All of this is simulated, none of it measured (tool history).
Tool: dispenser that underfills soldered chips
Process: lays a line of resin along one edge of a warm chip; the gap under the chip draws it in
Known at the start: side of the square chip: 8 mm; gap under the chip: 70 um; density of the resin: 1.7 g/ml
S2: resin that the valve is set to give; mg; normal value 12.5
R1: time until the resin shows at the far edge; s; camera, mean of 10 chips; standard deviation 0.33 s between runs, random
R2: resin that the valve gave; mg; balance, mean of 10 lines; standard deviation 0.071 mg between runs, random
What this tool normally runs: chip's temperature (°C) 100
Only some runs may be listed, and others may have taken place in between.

{"run": 1, "hour": 0.0, "chip's temperature (°C)": 100, "S2": 12.5, "R1": 14.5, "R2": 11.07}
{"hour": 5.4, "done": "dispensing valve cleaned and set on the balance"}
{"run": 2, "hour": 5.5, "chip's temperature (°C)": 100, "S2": 12.5, "R1": 18.7, "R2": 12.52}
{"hour": 10.8, "done": "new syringe of resin"}
{"run": 3, "hour": 13.7, "chip's temperature (°C)": 101, "S2": 12.5, "R1": 15.0, "R2": 12.44}
{"hour": 21.6, "done": "new syringe of resin"}
{"run": 4, "hour": 22.5, "chip's temperature (°C)": 100, "S2": 12.5, "R1": 14.0, "R2": 12.39}
{"run": 5, "hour": 27.1, "chip's temperature (°C)": 98, "S2": 12.5, "R1": 19.4, "R2": 12.27}
{"hour": 32.4, "done": "new syringe of resin"}
{"run": 6, "hour": 33.1, "chip's temperature (°C)": 98, "S2": 12.5, "R1": 14.8, "R2": 12.14}
{"run": 7, "hour": 39.0, "chip's temperature (°C)": 100, "S2": 12.0, "R1": 20.7, "R2": 11.61}
{"hour": 42.9, "done": "new syringe of resin"}
{"run": 8, "hour": 47.4, "chip's temperature (°C)": 100, "S2": 12.0, "R1": 17.7, "R2": 11.68}
{"hour": 53.5, "done": "new syringe of resin"}
{"run": 9, "hour": 54.7, "chip's temperature (°C)": 100, "S2": 12.0, "R1": 13.9, "R2": 11.67}
{"run": 10, "hour": 63.2, "chip's temperature (°C)": 100, "S2": 12.0, "R1": 24.6, "R2": 11.54}
{"hour": 64.6, "done": "new syringe of resin"}
{"run": 11, "hour": 68.4, "chip's temperature (°C)": 102, "S2": 12.5, "R1": 15.7, "R2": 11.86}
{"run": 12, "hour": 73.3, "chip's temperature (°C)": 100, "S2": 12.5, "R1": 23.5, "R2": 11.86}
{"hour": 75.2, "done": "new syringe of resin"}
{"run": 13, "hour": 81.2, "chip's temperature (°C)": 108, "S2": 12.5, "R1": 16.1, "R2": 11.91}
{"hour": 85.7, "done": "new syringe of resin"}
{"run": 14, "hour": 86.0, "chip's temperature (°C)": 108, "S2": 12.5, "R1": 10.3, "R2": 11.76}
{"run": 15, "hour": 94.2, "chip's temperature (°C)": 108, "S2": 12.5, "R1": 18.6, "R2": 11.77}
{"hour": 96.5, "done": "new syringe of resin"}
{"run": 16, "hour": 102.8, "chip's temperature (°C)": 108, "S2": 12.5, "R1": 17.1, "R2": 11.68}
{"hour": 107.3, "done": "new syringe of resin"}
{"run": 17, "hour": 109.9, "chip's temperature (°C)": 100, "S2": 15.7, "R1": 14.7, "R2": 14.44}
{"run": 18, "hour": 115.4, "chip's temperature (°C)": 91, "S2": 11.9, "R1": 28.5, "R2": 11.04}
{"hour": 118.3, "done": "new syringe of resin"}
{"run": 19, "hour": 124.0, "chip's temperature (°C)": 87, "S2": 11.8, "R1": 27.2, "R2": 10.86}
{"hour": 128.9, "done": "new syringe of resin"}
{"run": 20, "hour": 129.3, "chip's temperature (°C)": 87, "S2": 11.8, "R1": 18.5, "R2": 10.82}
{"run": 21, "hour": 134.3, "chip's temperature (°C)": 115, "S2": 12.1, "R1": 13.1, "R2": 11.07}
{"hour": 139.8, "done": "new syringe of resin"}
{"run": 22, "hour": 141.0, "chip's temperature (°C)": 108, "S2": 15.8, "R1": 11.3, "R2": 14.28}
{"run": 23, "hour": 145.3, "chip's temperature (°C)": 114, "S2": 13.9, "R1": 12.4, "R2": 12.49}
{"run": 24, "hour": 149.8, "chip's temperature (°C)": 98, "S2": 11.9, "R1": 26.0, "R2": 10.76}
{"hour": 150.6, "done": "new syringe of resin"}
{"run": 25, "hour": 157.5, "chip's temperature (°C)": 98, "S2": 11.9, "R1": 22.4, "R2": 10.62}
{"hour": 161.7, "done": "new syringe of resin"}
{"run": 26, "hour": 164.4, "chip's temperature (°C)": 86, "S2": 13.9, "R1": 22.9, "R2": 12.38}
{"run": 27, "hour": 168.1, "chip's temperature (°C)": 111, "S2": 13.3, "R1": 15.1, "R2": 11.82}
{"hour": 172.6, "done": "new syringe of resin"}
{"run": 28, "hour": 174.4, "chip's temperature (°C)": 96, "S2": 12.3, "R1": 16.6, "R2": 10.77}
{"run": 29, "hour": 178.2, "chip's temperature (°C)": 100, "S2": 11.1, "R1": 19.5, "R2": 9.75}
{"hour": 183.3, "done": "new syringe of resin"}
{"hour": 185.0, "done": "dispensing valve cleaned and set on the balance"}
{"run": 30, "hour": 187.1, "chip's temperature (°C)": 95, "S2": 14.6, "R1": 17.5, "R2": 14.62}
{"run": 31, "hour": 193.6, "chip's temperature (°C)": 95, "S2": 14.6, "R1": 26.8, "R2": 14.52}
{"hour": 194.9, "done": "new syringe of resin"}
{"run": 32, "hour": 198.4, "chip's temperature (°C)": 86, "S2": 15.8, "R1": 23.2, "R2": 15.64}
{"run": 33, "hour": 202.9, "chip's temperature (°C)": 86, "S2": 15.8, "R1": 31.7, "R2": 15.71}
{"hour": 205.7, "done": "new syringe of resin"}
{"run": 34, "hour": 209.2, "chip's temperature (°C)": 86, "S2": 15.8, "R1": 22.8, "R2": 15.64}

4 options for the next run, each taken on its own from the tool as it stands now. Forecast them:
{"hour": 216.8, "done": "new syringe of resin"}
{"run": "A", "hour": 216.9, "chip's temperature (°C)": 94, "S2": 11.4, "R1": "?", "R2": "?"}
{"hour": 216.8, "done": "new syringe of resin"}
{"run": "B", "hour": 216.9, "chip's temperature (°C)": 87, "S2": 12.5, "R1": "?", "R2": "?"}
{"hour": 216.8, "done": "new syringe of resin"}
{"run": "C", "hour": 216.9, "chip's temperature (°C)": 86, "S2": 11.4, "R1": "?", "R2": "?"}
{"hour": 216.8, "done": "new syringe of resin"}
{"run": "D", "hour": 216.9, "chip's temperature (°C)": 90, "S2": 15.1, "R1": "?", "R2": "?"}

run=A R1=15.6 R2=11.17
run=B R1=18.3 R2=12.34
run=C R1=19.3 R2=11.05
run=D R1=17.1 R2=14.82
Stripped of hidden state, with their random variation kept, the same runs would have yielded:
run=A R1=15.8 R2=11.39
run=B R1=18.6 R2=12.58
run=C R1=19.6 R2=11.27
run=D R1=17.4 R2=15.11
